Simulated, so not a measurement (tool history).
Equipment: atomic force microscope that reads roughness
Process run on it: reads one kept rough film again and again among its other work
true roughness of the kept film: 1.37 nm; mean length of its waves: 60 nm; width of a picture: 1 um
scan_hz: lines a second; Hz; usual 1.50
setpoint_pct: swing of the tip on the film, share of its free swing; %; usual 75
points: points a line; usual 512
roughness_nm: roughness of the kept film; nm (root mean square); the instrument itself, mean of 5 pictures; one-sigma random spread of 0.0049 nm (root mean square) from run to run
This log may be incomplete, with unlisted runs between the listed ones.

run 1 hour=0.0 | scan_hz=1.50 setpoint_pct=75 points=512 | roughness_nm=1.286
run 2 hour=9.7 | scan_hz=1.50 setpoint_pct=75 points=512 | roughness_nm=1.285
run 3 hour=20.3 | scan_hz=1.50 setpoint_pct=75 points=512 | roughness_nm=1.282
run 4 hour=39.1 | scan_hz=0.57 setpoint_pct=75 points=512 | roughness_nm=1.314
run 5 hour=55.2 | scan_hz=0.57 setpoint_pct=75 points=512 | roughness_nm=1.314
run 6 hour=66.5 | scan_hz=1.50 setpoint_pct=75 points=512 | roughness_nm=1.277
run 7 hour=83.5 | scan_hz=1.50 setpoint_pct=75 points=512 | roughness_nm=1.273
run 8 hour=101.4 | scan_hz=0.69 setpoint_pct=75 points=512 | roughness_nm=1.299
run 9 hour=119.7 | scan_hz=1.50 setpoint_pct=75 points=512 | roughness_nm=1.259
run 10 hour=129.7 | scan_hz=1.50 setpoint_pct=57 points=512 | roughness_nm=1.285
run 11 hour=140.2 | scan_hz=1.50 setpoint_pct=57 points=512 | roughness_nm=1.287
run 12 hour=156.3 | scan_hz=1.50 setpoint_pct=57 points=512 | roughness_nm=1.272
run 13 hour=168.9 | scan_hz=1.91 setpoint_pct=57 points=391 | roughness_nm=1.271
run 14 hour=187.3 | scan_hz=1.91 setpoint_pct=57 points=391 | roughness_nm=1.265
run 15 hour=196.6 | scan_hz=1.33 setpoint_pct=61 points=939 | roughness_nm=1.265
-- hour=204.2 new tip fitted
run 16 hour=215.7 | scan_hz=3.23 setpoint_pct=75 points=512 | roughness_nm=1.228
run 17 hour=225.8 | scan_hz=0.92 setpoint_pct=83 points=347 | roughness_nm=1.295

Run by run, hidden condition taken away, random variation retained:
Unlogged tool condition in this case: radius of the tip, nm; height scale over the true one, %; drift of the gauge itself on roughness_nm, %.
run=1 roughness_nm=1.290
run=2 roughness_nm=1.291
run=3 roughness_nm=1.292
run=4 roughness_nm=1.330
run=5 roughness_nm=1.335
run=6 roughness_nm=1.301
run=7 roughness_nm=1.302
run=8 roughness_nm=1.334
run=9 roughness_nm=1.298
run=10 roughness_nm=1.328
run=11 roughness_nm=1.333
run=12 roughness_nm=1.323
run=13 roughness_nm=1.326
run=14 roughness_nm=1.325
run=15 roughness_nm=1.328
run=16 roughness_nm=1.234
run=17 roughness_nm=1.305

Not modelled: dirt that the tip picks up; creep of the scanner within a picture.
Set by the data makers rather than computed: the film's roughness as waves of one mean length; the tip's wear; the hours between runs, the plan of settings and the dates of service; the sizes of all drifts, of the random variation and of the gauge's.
